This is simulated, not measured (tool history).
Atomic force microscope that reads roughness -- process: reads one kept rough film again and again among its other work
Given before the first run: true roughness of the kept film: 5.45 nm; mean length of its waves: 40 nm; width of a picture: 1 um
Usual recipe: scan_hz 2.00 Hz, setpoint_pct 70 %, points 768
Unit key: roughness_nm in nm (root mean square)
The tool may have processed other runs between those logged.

run   hour  scan_hz  setpoint_pct  points  roughness_nm
  1    0.0     2.00            70     768         3.905
  2    4.5     2.00            70     334         3.852
  3   13.2     2.00            70     334         3.764
  4   20.4     2.00            70     768         3.745
  5   29.9     2.00            61     768         3.857
  6   38.8     2.00            61     768         3.770
  7   46.3     2.00            61     768         3.697
  8   55.0     2.00            61     768         3.679
      57.8  -- new tip fitted
  9   61.5     2.00            61     768         4.471
 10   65.8     2.00            70     553         4.292
 11   73.0     0.81            70     768         4.482
 12   79.8     0.81            70     768         4.393
 13   87.1     0.81            70     768         4.304
 14   94.4     2.00            70     768         4.013
 15  102.2     2.00            70     768         3.968
 16  110.2     2.00            70     768         3.894
     111.9  -- height scale calibrated on a step standard
 17  115.5     2.00            77     768         3.708
 18  122.0     2.00            78     794         3.621
 19  130.0     0.56            63     357         4.034
 20  135.2     1.36            59     289         3.959
 21  142.1     3.16            68     856         3.577
     150.1  -- height scale calibrated on a step standard, once more
 22  152.5     2.78            86     283         2.979
 23  157.6     2.78            86     283         2.961
     164.8  -- new tip fitted
 24  165.5     1.44            84     311         4.112
 25  169.6     3.31            70     540         4.025

What will run 26 give?
 26  178.9     3.31            70     540             ?

Run 26 measured roughness_nm 3.949 nm (root mean square).
With the hidden condition absent and the run-to-run variation left alone, this run would have shown roughness_nm 4.104 nm (root mean square).

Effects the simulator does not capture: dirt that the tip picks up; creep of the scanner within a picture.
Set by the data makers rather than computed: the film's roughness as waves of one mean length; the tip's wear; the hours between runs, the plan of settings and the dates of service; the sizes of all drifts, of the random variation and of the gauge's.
